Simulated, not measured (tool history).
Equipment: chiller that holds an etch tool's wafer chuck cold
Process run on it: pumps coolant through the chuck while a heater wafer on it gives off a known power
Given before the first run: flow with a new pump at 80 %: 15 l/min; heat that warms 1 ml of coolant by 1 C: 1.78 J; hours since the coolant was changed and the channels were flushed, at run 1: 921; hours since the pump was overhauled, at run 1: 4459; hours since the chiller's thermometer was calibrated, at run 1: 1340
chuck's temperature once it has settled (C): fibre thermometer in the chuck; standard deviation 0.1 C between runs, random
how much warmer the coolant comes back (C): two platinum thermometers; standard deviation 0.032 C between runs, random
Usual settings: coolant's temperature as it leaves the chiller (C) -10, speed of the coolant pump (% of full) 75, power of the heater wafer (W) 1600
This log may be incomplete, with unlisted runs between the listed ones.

| run | hour | coolant's temperature as it leaves the chiller (C) | speed of the coolant pump (% of full) | power of the heater wafer (W) | hours since the coolant was changed and the channels were flushed | hours since the pump was overhauled | hours since the chiller's thermometer was calibrated | chuck's temperature once it has settled (C) | how much warmer the coolant comes back (C) |
|---|---|---|---|---|---|---|---|---|---|
| 1 | 0 | -10 | 75 | 1600 | 921 | 4459 | 1340 | 3.9 | 4.47 |
| 2 | 95.4 | -16 | 75 | 1600 | 1016 | 4554 | 1435 | -2.1 | 4.5 |
| 3 | 308.2 | -16 | 89 | 1600 | 1229 | 4767 | 1648 | -4 | 3.69 |
| 4 | 443.2 | -16 | 89 | 1600 | 1364 | 4902 | 1783 | -3.9 | 3.73 |
| 5 | 630 | -16 | 89 | 1600 | 1551 | 5089 | 1970 | -3.8 | 3.78 |
|  | 763.1 | chiller's thermometer calibrated |
| 6 | 763.1 | -16 | 89 | 1600 | 1683 | 5221 | 0 | -4.2 | 3.8 |
| 7 | 941.2 | -16 | 89 | 1600 | 1861 | 5399 | 178 | -3.8 | 3.8 |
| 8 | 1155.8 | -16 | 89 | 1955 | 2076 | 5614 | 393 | -1 | 4.66 |
| 9 | 1296.2 | -10 | 75 | 1600 | 2216 | 5754 | 533 | 4.8 | 4.63 |
|  | 1357.7 | coolant pump overhauled |
| 10 | 1522.1 | -10 | 75 | 1600 | 2437 | 164 | 754 | 2.9 | 3.98 |
| 11 | 1719.1 | -10 | 75 | 1600 | 2634 | 361 | 951 | 2.9 | 3.9 |
| 12 | 1876.2 | -10 | 75 | 1600 | 2791 | 519 | 1108 | 3.2 | 3.93 |
| 13 | 2052 | -10 | 72 | 928 | 2967 | 694 | 1284 | -1.7 | 2.47 |
| 14 | 2203.6 | -10 | 72 | 928 | 3118 | 846 | 1435 | -1.7 | 2.4 |
| 15 | 2408.2 | -10 | 72 | 928 | 3323 | 1050 | 1640 | -1.7 | 2.48 |
| 16 | 2542.1 | -10 | 72 | 928 | 3457 | 1184 | 1774 | -1.5 | 2.44 |
| 17 | 2639.3 | -10 | 72 | 928 | 3554 | 1282 | 1871 | -1.7 | 2.4 |
| 18 | 2790.7 | -17 | 70 | 1425 | 3706 | 1433 | 2023 | -3.6 | 3.96 |
|  | 2877.8 | chiller's thermometer calibrated |
| 19 | 3027.5 | -10 | 60 | 2116 | 3941 | 1669 | 150 | 12.8 | 7.07 |
| 20 | 3222.3 | -15 | 76 | 1425 | 4136 | 1864 | 344 | -2.6 | 3.61 |
| 21 | 3436.6 | -15 | 76 | 1425 | 4350 | 2078 | 559 | -2.5 | 3.69 |
| 22 | 3658.3 | -12 | 66 | 1204 | 4572 | 2300 | 780 | 0.6 | 3.61 |
|  | 3693 | coolant changed, channels flushed |
| 23 | 3801.8 | -12 | 66 | 1204 | 109 | 2437 | 918 | -0.6 | 3.69 |

Each row is a separate what-if for the run after 23, all from the same tool condition, not one after another. Results?
| A | 4034.4 | -4 | 60 | 1204 | 341 | 2670 | 1151 | ? | ? |
| B | 4034.4 | -5 | 87 | 1080 | 341 | 2670 | 1151 | ? | ? |
| C | 4034.4 | -16 | 73 | 2194 | 341 | 2670 | 1151 | ? | ? |

| run | chuck's temperature once it has settled (C) | how much warmer the coolant comes back (C) |
|---|---|---|
| A | 8.6 | 4.08 |
| B | 2.9 | 2.42 |
| C | 2.8 | 6.03 |
With no hidden state in the tool, these same runs would have given:
| run | chuck's temperature once it has settled (C) | how much warmer the coolant comes back (C) |
|---|---|---|
| A | 7.1 | 3.69 |
| B | 1.8 | 2.2 |
| C | 0.6 | 5.47 |
